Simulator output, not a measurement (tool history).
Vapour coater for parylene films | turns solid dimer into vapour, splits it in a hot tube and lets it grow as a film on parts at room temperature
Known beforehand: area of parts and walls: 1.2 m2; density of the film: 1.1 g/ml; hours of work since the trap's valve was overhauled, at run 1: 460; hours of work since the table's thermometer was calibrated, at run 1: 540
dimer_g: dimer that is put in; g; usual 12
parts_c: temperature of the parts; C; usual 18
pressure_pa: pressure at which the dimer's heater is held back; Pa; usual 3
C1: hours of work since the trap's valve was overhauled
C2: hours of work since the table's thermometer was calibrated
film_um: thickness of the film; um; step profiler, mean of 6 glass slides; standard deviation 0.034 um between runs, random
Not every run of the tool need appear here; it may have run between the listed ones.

run 1 hour=0 | dimer_g=12 parts_c=18 pressure_pa=3 | C1=460 C2=540 | film_um=5.82
run 2 hour=17.6 | dimer_g=9 parts_c=18 pressure_pa=3 | C1=470 C2=550 | film_um=4.35
run 3 hour=43.2 | dimer_g=9 parts_c=18 pressure_pa=9.41 | C1=484 C2=565 | film_um=3.72
-- hour=53.3 trap's valve overhauled
run 4 hour=75.7 | dimer_g=9 parts_c=18 pressure_pa=9.41 | C1=13 C2=581 | film_um=3.97
run 5 hour=97 | dimer_g=9 parts_c=18 pressure_pa=2.22 | C1=24 C2=592 | film_um=4.82
run 6 hour=131.8 | dimer_g=12 parts_c=15 pressure_pa=3 | C1=44 C2=612 | film_um=6.9
run 7 hour=146.8 | dimer_g=12 parts_c=13 pressure_pa=3 | C1=52 C2=620 | film_um=7.43
run 8 hour=177.5 | dimer_g=12 parts_c=13 pressure_pa=3 | C1=70 C2=638 | film_um=7.32
run 9 hour=202.4 | dimer_g=12 parts_c=18 pressure_pa=3 | C1=84 C2=652 | film_um=6.15
run 10 hour=218.4 | dimer_g=12 parts_c=18 pressure_pa=3 | C1=92 C2=660 | film_um=6.13
run 11 hour=253.3 | dimer_g=8 parts_c=18 pressure_pa=3 | C1=112 C2=680 | film_um=4.09
run 12 hour=282.2 | dimer_g=8 parts_c=18 pressure_pa=3 | C1=128 C2=696 | film_um=4.06
run 13 hour=309.7 | dimer_g=13 parts_c=12 pressure_pa=3.89 | C1=144 C2=712 | film_um=8
run 14 hour=328.2 | dimer_g=7 parts_c=15 pressure_pa=3.89 | C1=154 C2=722 | film_um=3.78
run 15 hour=360.1 | dimer_g=7 parts_c=15 pressure_pa=3.89 | C1=172 C2=740 | film_um=3.83
run 16 hour=384.6 | dimer_g=20 parts_c=29 pressure_pa=5.48 | C1=186 C2=754 | film_um=6.13
run 17 hour=417.1 | dimer_g=6 parts_c=20 pressure_pa=9.18 | C1=204 C2=772 | film_um=2.37
run 18 hour=438.5 | dimer_g=6 parts_c=20 pressure_pa=9.18 | C1=216 C2=784 | film_um=2.4
run 19 hour=453 | dimer_g=6 parts_c=18 pressure_pa=11.03 | C1=224 C2=792 | film_um=2.54
run 20 hour=474 | dimer_g=6 parts_c=11 pressure_pa=11.03 | C1=236 C2=804 | film_um=3.32
run 21 hour=505.2 | dimer_g=7 parts_c=25 pressure_pa=7.85 | C1=253 C2=821 | film_um=2.36
run 22 hour=523.2 | dimer_g=12 parts_c=22 pressure_pa=2.2 | C1=263 C2=831 | film_um=5.34
run 23 hour=551.5 | dimer_g=8 parts_c=17 pressure_pa=3.69 | C1=279 C2=847 | film_um=4.03

Here are 5 independent what-if runs from the current tool condition. What would each one return?
run A hour=568.2 | dimer_g=21 parts_c=29 pressure_pa=3.69 | C1=288 C2=856 | film_um=?
run B hour=568.2 | dimer_g=10 parts_c=13 pressure_pa=4.61 | C1=288 C2=856 | film_um=?
run C hour=568.2 | dimer_g=12 parts_c=18 pressure_pa=7.33 | C1=288 C2=856 | film_um=?
run D hour=568.2 | dimer_g=8 parts_c=17 pressure_pa=6.23 | C1=288 C2=856 | film_um=?
run E hour=568.2 | dimer_g=12 parts_c=15 pressure_pa=3 | C1=288 C2=856 | film_um=?

run=A film_um=6.7
run=B film_um=5.67
run=C film_um=5.32
run=D film_um=3.78
run=E film_um=6.64
What these runs would have given with no unlogged condition in the tool:
run=A film_um=6.9
run=B film_um=5.84
run=C film_um=5.49
run=D film_um=3.89
run=E film_um=6.85
